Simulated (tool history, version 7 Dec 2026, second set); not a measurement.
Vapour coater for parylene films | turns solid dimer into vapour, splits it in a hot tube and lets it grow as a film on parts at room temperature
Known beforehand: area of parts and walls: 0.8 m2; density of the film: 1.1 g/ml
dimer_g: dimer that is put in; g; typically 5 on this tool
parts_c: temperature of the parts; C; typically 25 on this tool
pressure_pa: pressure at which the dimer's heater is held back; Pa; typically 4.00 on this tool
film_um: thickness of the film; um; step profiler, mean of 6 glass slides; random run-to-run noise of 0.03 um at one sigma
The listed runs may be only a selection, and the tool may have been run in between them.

| run | day | dimer_g | parts_c | pressure_pa | film_um |
|---|---|---|---|---|---|
| 1 | 0.000 | 5 | 25 | 4.00 | 3.89 |
| 2 | 1.012 | 5 | 25 | 4.00 | 3.81 |
| 3 | 2.267 | 5 | 25 | 4.00 | 3.80 |
| 4 | 3.762 | 5 | 25 | 2.08 | 4.14 |
| 5 | 4.604 | 5 | 25 | 3.25 | 3.91 |
| 6 | 5.717 | 5 | 25 | 4.00 | 3.83 |
| 7 | 6.475 | 5 | 25 | 2.26 | 4.04 |
|  | 6.783 | trap's valve overhauled |
| 8 | 7.571 | 5 | 25 | 4.00 | 3.72 |
| 9 | 8.654 | 5 | 25 | 9.48 | 3.34 |
| 10 | 9.704 | 5 | 33 | 4.00 | 2.57 |
| 11 | 10.588 | 2 | 25 | 4.00 | 1.48 |
| 12 | 11.579 | 8 | 25 | 4.00 | 5.88 |
|  | 12.500 | trap's valve overhauled, once more |
| 13 | 12.871 | 8 | 25 | 4.00 | 6.37 |
| 14 | 13.658 | 5 | 25 | 4.00 | 4.01 |
| 15 | 14.717 | 5 | 25 | 4.00 | 4.01 |
| 16 | 16.229 | 7 | 20 | 4.78 | 6.91 |
| 17 | 17.596 | 5 | 25 | 8.95 | 3.63 |
| 18 | 19.021 | 8 | 22 | 2.83 | 7.59 |
| 19 | 20.096 | 8 | 22 | 2.83 | 7.60 |
| 20 | 21.417 | 7 | 32 | 4.00 | 3.94 |
| 21 | 22.767 | 2 | 28 | 2.90 | 1.40 |
|  | 23.254 | table's thermometer calibrated |
| 22 | 24.154 | 2 | 28 | 2.90 | 1.32 |
| 23 | 25.696 | 3 | 25 | 4.00 | 2.18 |
| 24 | 27.125 | 3 | 29 | 2.12 | 1.97 |
| 25 | 28.550 | 3 | 29 | 2.12 | 1.95 |
| 26 | 29.783 | 7 | 27 | 6.85 | 4.38 |
| 27 | 30.621 | 7 | 27 | 6.85 | 4.34 |

Below, some changes in film_um between adjacent runs. For each, the amount present without the hidden state too (settings, incoming material, random variation) and the amount remaining for the hidden state with gauge scatter not shared by both compared results:
Hidden conditions of the tool in this case: vapour lost through the trap's worn valve, %; true temperature of the parts over the reading, C; drift of the gauge itself on film_um, %.
Run 11 -> 12: dimer_g 2 -> 8. film_um +4.40 um: hidden state -0.21, all else +4.61.
Run 12 -> 13: trap's valve overhauled, once more. film_um +0.49 um: hidden state +0.52, all else -0.03.
Run 17 -> 18: dimer_g 5 -> 8, parts_c 25 -> 22, pressure_pa 8.95 -> 2.83. film_um +3.96 um: hidden state +0.07, all else +3.89.

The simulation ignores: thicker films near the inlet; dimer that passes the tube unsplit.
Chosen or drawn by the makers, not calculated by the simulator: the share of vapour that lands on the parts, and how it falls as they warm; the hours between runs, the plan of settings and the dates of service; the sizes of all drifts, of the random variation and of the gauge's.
